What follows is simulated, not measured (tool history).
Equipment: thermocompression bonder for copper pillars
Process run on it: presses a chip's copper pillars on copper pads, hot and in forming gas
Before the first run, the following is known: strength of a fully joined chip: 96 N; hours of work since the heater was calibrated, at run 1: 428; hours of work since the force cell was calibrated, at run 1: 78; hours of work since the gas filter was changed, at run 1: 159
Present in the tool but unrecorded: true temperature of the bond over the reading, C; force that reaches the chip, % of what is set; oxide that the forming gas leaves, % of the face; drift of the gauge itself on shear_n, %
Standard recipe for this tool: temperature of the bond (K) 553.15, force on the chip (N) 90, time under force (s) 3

run,day,temperature of the bond (K),force on the chip (N),time under force (s),hours of work since the heater was calibrated,hours of work since the force cell was calibrated,hours of work since the gas filter was changed,force that shears a chip off (N)
1,0,553.15,90,3,428,78,159,68.1
2,0.629,561.15,90,3,435,85,166,71.4
3,1.621,561.15,90,3,446,96,176,71
4,2.392,553.15,90,7,454,104,185,81.2
5,3.433,553.15,90,7,466,116,196,81
6,4.342,553.15,90,7,476,126,206,82.3
7,4.796,553.15,90,3,481,131,211,68.4
8,5.275,553.15,90,3,486,136,217,68.4
9,6.225,553.15,115,3,497,146,227,79.9
10,6.75,553.15,93,3,502,152,233,70.2
11,7.738,553.15,93,3,513,163,244,70.7
12,8.396,553.15,93,3,520,170,251,71.2
13,8.979,563.15,90,3,527,177,257,73.1
14,9.488,563.15,90,3,532,182,263,73.4
15,10.542,559.15,90,3,544,194,274,72
16,11.171,559.15,90,3,551,201,281,72
17,12.092,559.15,90,3,561,211,291,72.2
18,13.062,553.15,90,3,572,222,302,69.7
19,14.083,553.15,90,3,583,233,313,68.5
20,14.892,553.15,90,3,592,242,322,69.8
21,15.883,553.15,128,3,603,253,333,86
# day 16.196: gauge calibrated
22,16.75,553.15,102,3,612,262,343,73.8
# day 17.533: forming gas filter changed
23,17.592,553.15,79,3,621,271,1,61.2
24,18.304,553.15,75,2,629,279,8,51.8
25,19.208,557.15,103,3,639,289,18,75.8
26,19.929,557.15,79,7,647,297,26,77.6
27,21.012,530.15,79,2,659,309,38,45
28,21.788,547.15,79,2,667,317,47,52.8
29,22.617,553.15,90,3,676,326,56,68.3
30,23.542,553.15,90,4,687,336,66,73.7
31,24.012,553.15,90,4,692,342,71,73.4
32,24.692,553.15,77,3,699,349,79,61
33,25.342,553.15,77,3,706,356,86,61.5
34,26.367,571.15,87,2,718,367,97,67.7
35,26.992,571.15,87,2,725,374,104,68.3
36,27.454,571.15,87,2,730,379,109,67.6
37,28.458,571.15,87,2,741,390,120,68.5
38,29.462,532.15,83,5,752,401,131,64.9
39,30.388,532.15,83,5,762,412,141,65.9
40,31.021,532.15,83,5,769,419,148,64.6

Below are 4 alternative next runs, each starting from the tool's condition after run 40. Predict each:
A,31.762,534.15,64,2,777,427,156,?
B,31.762,553.15,75,3,777,427,156,?
C,31.762,532.15,95,5,777,427,156,?
D,31.762,527.15,123,9,777,427,156,?

run,force that shears a chip off (N)
A,37.4
B,60.8
C,72
D,90.1
What these runs would have given with no unlogged condition in the tool:
run,force that shears a chip off (N)
A,36.4
B,59.1
C,70.1
D,87.7
